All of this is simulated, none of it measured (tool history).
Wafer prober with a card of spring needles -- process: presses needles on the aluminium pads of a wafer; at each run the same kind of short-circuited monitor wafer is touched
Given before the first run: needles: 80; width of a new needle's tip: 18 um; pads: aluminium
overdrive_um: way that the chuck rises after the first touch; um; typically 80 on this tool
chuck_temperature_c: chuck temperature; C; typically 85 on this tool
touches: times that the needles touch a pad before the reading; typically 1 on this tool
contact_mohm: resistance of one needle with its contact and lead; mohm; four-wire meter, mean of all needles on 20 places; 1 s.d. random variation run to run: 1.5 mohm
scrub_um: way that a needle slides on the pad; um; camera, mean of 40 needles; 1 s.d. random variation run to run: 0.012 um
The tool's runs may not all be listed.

run	hour	overdrive_um	chuck_temperature_c	touches	contact_mohm	scrub_um
1	0	80	85	1	147	21.79
2	6.6	80	85	1	158	21.8
3	11.8	80	85	1	165	21.8
4	19.4	80	85	1	172	21.8
# hour 23.8: tips cleaned on abrasive film
5	26.7	80	85	1	149	21.78
6	34.1	80	85	1	161	21.79
7	38.6	80	85	1	164	21.76
8	43.4	80	85	1	172	21.79
# hour 48.6: tips cleaned on abrasive film
9	50.2	80	85	1	149	21.74
10	54.9	80	85	1	155	21.76
11	65.1	80	85	1	169	21.74
# hour 73: tips cleaned on abrasive film
12	75.1	80	85	1	152	21.74
13	79.9	80	85	1	154	21.71
14	86	80	29	1	157	21.73

What will run 15 give?
15	92.7	61	31	2	?	?

contact_mohm: 164 mohm
scrub_um: 16.52 um
Minus the tool's unlogged condition, the same run would have read contact_mohm 137 mohm, scrub_um 16.69 um.
